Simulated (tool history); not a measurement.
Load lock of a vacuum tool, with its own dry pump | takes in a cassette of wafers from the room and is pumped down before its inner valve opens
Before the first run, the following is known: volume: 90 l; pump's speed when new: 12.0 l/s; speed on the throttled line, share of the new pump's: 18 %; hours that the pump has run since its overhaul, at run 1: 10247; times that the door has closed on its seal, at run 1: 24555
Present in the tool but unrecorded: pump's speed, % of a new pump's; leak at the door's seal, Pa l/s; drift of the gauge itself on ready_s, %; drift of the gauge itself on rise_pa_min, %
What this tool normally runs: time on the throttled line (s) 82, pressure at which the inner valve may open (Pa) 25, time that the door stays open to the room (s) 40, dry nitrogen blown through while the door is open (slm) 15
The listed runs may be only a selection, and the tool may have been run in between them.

run	hour	time on the throttled line (s)	pressure at which the inner valve may open (Pa)	time that the door stays open to the room (s)	dry nitrogen blown through while the door is open (slm)	hours that the pump has run since its overhaul	times that the door has closed on its seal	incoming humidity of the room's air, %	time from the closed door until the inner valve may open (s)	rise of the pressure with all valves shut (Pa/min)
1	0	82	25	40	15	10247	24555	45.5	134	0.77
# hour 176.3: door's seal changed, seat wiped
2	233.9	82	25	40	15	10480	183	44.9	136.8	0.024
3	749.9	82	25	40	28	10996	1818	42.3	137.3	0.033
4	1183.2	82	25	40	28	11429	3190	46.5	137.2	0.053
5	1453.3	82	25	237	15	11699	4045	45.1	136.5	0.128
6	1800.3	82	25	38	15	12046	5145	47.3	138.2	0.095
7	2125.9	82	25	38	15	12372	6176	42.2	137.2	0.107
8	2513.8	82	25	38	15	12760	7404	45.7	138.5	0.124
9	3010.3	82	27	40	15	13256	8977	47.5	139.7	0.159
10	3250.3	82	27	40	15	13496	9737	44.9	139.1	0.18
11	3583.3	82	27	40	15	13829	10792	46.9	139.4	0.214
12	4003.4	82	25	40	15	14249	12123	43.2	140.9	0.248
13	4255.4	82	25	40	15	14501	12921	44.2	142.2	0.276
14	4672.6	82	25	40	15	14919	14243	43.4	140.7	0.313
15	4918.6	87	25	40	15	15165	15022	43.5	147.4	0.332
16	5133.3	82	25	40	15	15379	15702	46.3	140.7	0.364
17	5630	82	25	40	15	15876	17275	44.7	142.4	0.403
18	6047.6	82	25	136	15	16294	18598	44.6	142.8	0.497
# hour 6266.7: dry pump taken out, an overhauled one fitted
19	6434.1	82	25	136	15	167	19803	45	129.4	0.536
20	6665.2	50	25	40	15	399	20535	43.9	104.8	0.534
21	7117.4	50	25	40	15	851	21968	41.9	102.6	0.6
22	7355.8	86	25	40	9	1089	22722	45	132.6	0.655
23	7824.1	86	25	40	9	1557	24206	44.2	132.7	0.719
# hour 8115.4: door's seal changed, seat wiped
24	8284.2	86	25	40	9	2016	534	47.1	134.2	0.039
25	8749.3	86	35	28	10	2481	2008	45.2	131.6	0.045
26	9225.9	86	35	108	10	2958	3517	46.2	132.3	0.102
27	9616.2	86	35	91	8	3348	4754	47.4	131.4	0.125
28	9894	86	35	91	8	3626	5633	44.9	131.6	0.131
29	10351.3	140	21	44	19	4083	7082	39.9	180.2	0.123
30	10791.6	140	21	44	19	4523	8477	44.9	179.9	0.162
31	11234.4	140	21	44	19	4966	9879	47.4	177.1	0.182
32	11636.3	140	21	44	19	5368	11152	42.2	179.9	0.224
33	12159.2	57	21	169	19	5891	12809	46.9	115.7	0.308
34	12683.4	58	47	96	16	6415	14469	42	109	0.336

Alternative continuations, all from the tool just after run 34; predict every row:
A	13120.3	132	47	96	16	6852	15853	45.9	?	?
B	13120.3	58	44	96	16	6852	15853	46.7	?	?
C	13120.3	60	22	120	15	6852	15853	46.5	?	?
D	13120.3	82	25	129	15	6852	15853	42.9	?	?
E	13120.3	53	21	179	16	6852	15853	46.2	?	?

run	time from the closed door until the inner valve may open (s)	rise of the pressure with all valves shut (Pa/min)
A	169.8	0.384
B	108.4	0.386
C	117.7	0.388
D	134.6	0.389
E	113.1	0.402
What these runs would have given with no unlogged condition in the tool:
run	time from the closed door until the inner valve may open (s)	rise of the pressure with all valves shut (Pa/min)
A	166.6	0.042
B	104.1	0.043
C	112.9	0.055
D	130.2	0.05
E	108.2	0.063
